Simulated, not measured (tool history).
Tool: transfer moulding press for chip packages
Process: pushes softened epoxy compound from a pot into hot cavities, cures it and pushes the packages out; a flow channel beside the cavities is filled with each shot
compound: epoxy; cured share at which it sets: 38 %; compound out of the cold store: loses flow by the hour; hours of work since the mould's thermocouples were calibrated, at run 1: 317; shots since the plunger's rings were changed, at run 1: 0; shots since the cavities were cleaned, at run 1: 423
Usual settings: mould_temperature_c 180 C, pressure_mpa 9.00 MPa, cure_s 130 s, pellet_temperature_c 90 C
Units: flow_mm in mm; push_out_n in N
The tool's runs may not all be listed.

| run | hour | mould_temperature_c | pressure_mpa | cure_s | pellet_temperature_c | hours of work since the mould's thermocouples were calibrated | shots since the plunger's rings were changed | shots since the cavities were cleaned | incoming compound's hours out of the cold store | flow_mm | push_out_n |
|---|---|---|---|---|---|---|---|---|---|---|---|
| 1 | 0.0 | 180 | 9.00 | 130 | 90 | 317 | 0 | 423 | 47.3 | 526 | 252 |
|  | 28.6 | mould's thermocouples calibrated |
|  | 47.1 | cavities cleaned with cleaning compound and waxed |
| 2 | 56.2 | 180 | 9.00 | 130 | 90 | 21 | 644 | 111 | 31.0 | 537 | 192 |
| 3 | 84.7 | 180 | 9.00 | 130 | 90 | 43 | 992 | 459 | 30.8 | 530 | 256 |
|  | 126.3 | cavities cleaned with cleaning compound and waxed |
| 4 | 128.6 | 180 | 9.00 | 130 | 90 | 77 | 1511 | 28 | 8.9 | 550 | 181 |
| 5 | 185.2 | 180 | 9.00 | 130 | 90 | 122 | 2204 | 721 | 15.1 | 532 | 261 |
|  | 205.4 | cavities cleaned with cleaning compound and waxed |
| 6 | 238.5 | 180 | 9.00 | 130 | 90 | 162 | 2837 | 405 | 42.8 | 502 | 244 |
| 7 | 273.5 | 180 | 9.00 | 130 | 90 | 190 | 3266 | 834 | 11.9 | 531 | 265 |
|  | 288.8 | mould's thermocouples calibrated, once more |
|  | 290.3 | cavities cleaned with cleaning compound and waxed |
| 8 | 331.5 | 180 | 9.00 | 130 | 90 | 33 | 3932 | 504 | 47.9 | 486 | 240 |
|  | 369.0 | cavities cleaned with cleaning compound and waxed |
| 9 | 382.2 | 184 | 9.00 | 130 | 90 | 71 | 4533 | 162 | 12.9 | 506 | 201 |
| 10 | 432.6 | 184 | 9.00 | 130 | 90 | 111 | 5149 | 778 | 43.4 | 467 | 274 |
|  | 449.1 | cavities cleaned with cleaning compound and waxed |
| 11 | 481.9 | 184 | 9.00 | 130 | 90 | 149 | 5734 | 401 | 35.7 | 469 | 229 |
|  | 531.4 | cavities cleaned with cleaning compound and waxed |
| 12 | 534.9 | 184 | 9.00 | 130 | 90 | 190 | 6365 | 44 | 13.3 | 487 | 181 |
|  | 581.7 | plunger's sealing rings changed |
| 13 | 589.4 | 184 | 9.00 | 117 | 90 | 231 | 94 | 679 | 35.9 | 523 | 274 |
|  | 615.5 | cavities cleaned with cleaning compound and waxed |
| 14 | 619.9 | 180 | 9.00 | 130 | 90 | 254 | 448 | 53 | 25.5 | 545 | 205 |
| 15 | 663.2 | 180 | 9.00 | 130 | 90 | 288 | 979 | 584 | 37.5 | 527 | 252 |
|  | 694.3 | cavities cleaned with cleaning compound and waxed |
| 16 | 698.8 | 186 | 7.83 | 130 | 90 | 315 | 1395 | 55 | 46.5 | 460 | 177 |
|  | 727.9 | mould's thermocouples calibrated |
| 17 | 741.3 | 186 | 7.83 | 130 | 90 | 11 | 1891 | 551 | 10.3 | 491 | 253 |
|  | 776.8 | cavities cleaned with cleaning compound and waxed |
| 18 | 800.3 | 180 | 7.14 | 144 | 90 | 56 | 2593 | 286 | 34.7 | 457 | 215 |
| 19 | 837.9 | 186 | 7.14 | 131 | 92 | 86 | 3053 | 746 | 28.4 | 448 | 258 |
|  | 856.1 | cavities cleaned with cleaning compound and waxed |
| 20 | 869.5 | 180 | 7.18 | 114 | 90 | 110 | 3421 | 163 | 37.8 | 453 | 225 |
| 21 | 896.7 | 185 | 10.75 | 129 | 99 | 131 | 3755 | 497 | 34.0 | 533 | 231 |
|  | 934.8 | cavities cleaned with cleaning compound and waxed |
| 22 | 954.0 | 185 | 10.75 | 129 | 90 | 175 | 4437 | 235 | 17.4 | 549 | 207 |
| 23 | 988.1 | 185 | 10.75 | 129 | 90 | 202 | 4853 | 651 | 31.7 | 519 | 243 |
|  | 1015.8 | cavities cleaned with cleaning compound and waxed |
| 24 | 1046.2 | 186 | 6.81 | 155 | 87 | 247 | 5546 | 371 | 19.6 | 416 | 229 |
| 25 | 1090.8 | 186 | 6.81 | 155 | 87 | 282 | 6092 | 917 | 31.5 | 402 | 263 |
|  | 1097.6 | cavities cleaned with cleaning compound and waxed |
| 26 | 1121.3 | 186 | 6.81 | 155 | 87 | 305 | 6446 | 290 | 27.4 | 404 | 210 |
|  | 1164.2 | mould's thermocouples calibrated |
|  | 1166.7 | plunger's sealing rings changed |
| 27 | 1175.3 | 182 | 6.87 | 113 | 87 | 7 | 105 | 895 | 18.3 | 479 | 287 |

Hidden state at the last listed run before each entry between runs and at the first one after, where it differs:
Between runs 1 and 2: mould's thermocouples calibrated (hour 28.6); cavities cleaned with cleaning compound and waxed (hour 47.1)
  true mould temperature over the reading, C: 0.32 -> 0.49; pressure that reaches the compound, % of what is set: 99.41 -> 97.16; grip of the stained cavities, % over clean ones': 43.1 -> 13.3
  measured less the result without the state, flow_mm: -2 -> -9 mm; push_out_n: +74 -> +21 N
Between runs 3 and 4: cavities cleaned with cleaning compound and waxed (hour 126.3)
  true mould temperature over the reading, C: 0.53 -> 0.58; pressure that reaches the compound, % of what is set: 96.02 -> 94.16; grip of the stained cavities, % over clean ones': 41.9 -> 4.4
  measured less the result without the state, flow_mm: -13 -> -19 mm; push_out_n: +74 -> +5 N
Between runs 5 and 6: cavities cleaned with cleaning compound and waxed (hour 205.4)
  true mould temperature over the reading, C: 0.66 -> 0.73; pressure that reaches the compound, % of what is set: 91.69 -> 89.74; grip of the stained cavities, % over clean ones': 54.4 -> 38.1
  measured less the result without the state, flow_mm: -26 -> -30 mm; push_out_n: +89 -> +66 N
Between runs 7 and 8: mould's thermocouples calibrated, once more (hour 288.8); cavities cleaned with cleaning compound and waxed (hour 290.3)
  true mould temperature over the reading, C: 0.77 -> -0.17; pressure that reaches the compound, % of what is set: 88.2 -> 85.94; grip of the stained cavities, % over clean ones': 56.9 -> 45.4
  measured less the result without the state, flow_mm: -37 -> -38 mm; push_out_n: +96 -> +77 N
Between runs 8 and 9: cavities cleaned with cleaning compound and waxed (hour 369.0)
  true mould temperature over the reading, C: -0.17 -> -0.1; pressure that reaches the compound, % of what is set: 85.94 -> 83.89; grip of the stained cavities, % over clean ones': 45.4 -> 19.4
  measured less the result without the state, flow_mm: -38 -> -46 mm; push_out_n: +77 -> +33 N
Between runs 10 and 11: cavities cleaned with cleaning compound and waxed (hour 449.1)
  true mould temperature over the reading, C: -0.03 -> 0.03; pressure that reaches the compound, % of what is set: 81.85 -> 79.75; grip of the stained cavities, % over clean ones': 55.7 -> 41
  measured less the result without the state, flow_mm: -49 -> -57 mm; push_out_n: +97 -> +67 N
Between runs 11 and 12: cavities cleaned with cleaning compound and waxed (hour 531.4)
  true mould temperature over the reading, C: 0.03 -> 0.1; pressure that reaches the compound, % of what is set: 79.75 -> 77.39; grip of the stained cavities, % over clean ones': 41 -> 6.7
  measured less the result without the state, flow_mm: -57 -> -66 mm; push_out_n: +67 -> +11 N
Between runs 12 and 13: plunger's sealing rings changed (hour 581.7)
  true mould temperature over the reading, C: 0.1 -> 0.18; pressure that reaches the compound, % of what is set: 77.39 -> 99.12; grip of the stained cavities, % over clean ones': 6.7 -> 53.3
  measured less the result without the state, flow_mm: -66 -> -3 mm; push_out_n: +11 -> +93 N
Between runs 13 and 14: cavities cleaned with cleaning compound and waxed (hour 615.5)
  true mould temperature over the reading, C: 0.18 -> 0.22; pressure that reaches the compound, % of what is set: 99.12 -> 97.82; grip of the stained cavities, % over clean ones': 53.3 -> 8.7
  measured less the result without the state, flow_mm: -3 -> -6 mm; push_out_n: +93 -> +15 N
Between runs 15 and 16: cavities cleaned with cleaning compound and waxed (hour 694.3)
  true mould temperature over the reading, C: 0.27 -> 0.32; pressure that reaches the compound, % of what is set: 96.12 -> 94.53; grip of the stained cavities, % over clean ones': 48.2 -> 10
  measured less the result without the state, flow_mm: -11 -> -14 mm; push_out_n: +81 -> +17 N
Between runs 16 and 17: mould's thermocouples calibrated (hour 727.9)
  true mould temperature over the reading, C: 0.32 -> -0.31; pressure that reaches the compound, % of what is set: 94.53 -> 92.83; grip of the stained cavities, % over clean ones': 10 -> 49.5
  measured less the result without the state, flow_mm: -14 -> -18 mm; push_out_n: +17 -> +86 N
Between runs 17 and 18: cavities cleaned with cleaning compound and waxed (hour 776.8)
  true mould temperature over the reading, C: -0.31 -> -0.23; pressure that reaches the compound, % of what is set: 92.83 -> 90.27; grip of the stained cavities, % over clean ones': 49.5 -> 32.5
  measured less the result without the state, flow_mm: -18 -> -24 mm; push_out_n: +86 -> +55 N
Between runs 19 and 20: cavities cleaned with cleaning compound and waxed (hour 856.1)
  true mould temperature over the reading, C: -0.18 -> -0.13; pressure that reaches the compound, % of what is set: 88.73 -> 87.4; grip of the stained cavities, % over clean ones': 56.2 -> 21.8
  measured less the result without the state, flow_mm: -27 -> -32 mm; push_out_n: +94 -> +42 N
Between runs 21 and 22: cavities cleaned with cleaning compound and waxed (hour 934.8)
  true mould temperature over the reading, C: -0.1 -> -0.02; pressure that reaches the compound, % of what is set: 86.22 -> 83.81; grip of the stained cavities, % over clean ones': 46.3 -> 28.5
  measured less the result without the state, flow_mm: -41 -> -50 mm; push_out_n: +73 -> +47 N
Between runs 23 and 24: cavities cleaned with cleaning compound and waxed (hour 1015.8)
  true mould temperature over the reading, C: 0.03 -> 0.11; pressure that reaches the compound, % of what is set: 82.49 -> 80.08; grip of the stained cavities, % over clean ones': 52.1 -> 36
  measured less the result without the state, flow_mm: -52 -> -49 mm; push_out_n: +85 -> +61 N
Between runs 25 and 26: cavities cleaned with cleaning compound and waxed (hour 1097.6)
  true mould temperature over the reading, C: 0.17 -> 0.21; pressure that reaches the compound, % of what is set: 78.16 -> 76.91; grip of the stained cavities, % over clean ones': 59.1 -> 30.5
  measured less the result without the state, flow_mm: -54 -> -58 mm; push_out_n: +97 -> +49 N
Between runs 26 and 27: mould's thermocouples calibrated (hour 1164.2); plunger's sealing rings changed (hour 1166.7)
  true mould temperature over the reading, C: 0.21 -> 0.11; pressure that reaches the compound, % of what is set: 76.91 -> 98.62; grip of the stained cavities, % over clean ones': 30.5 -> 59.7
  measured less the result without the state, flow_mm: -58 -> -4 mm; push_out_n: +49 -> +107 N
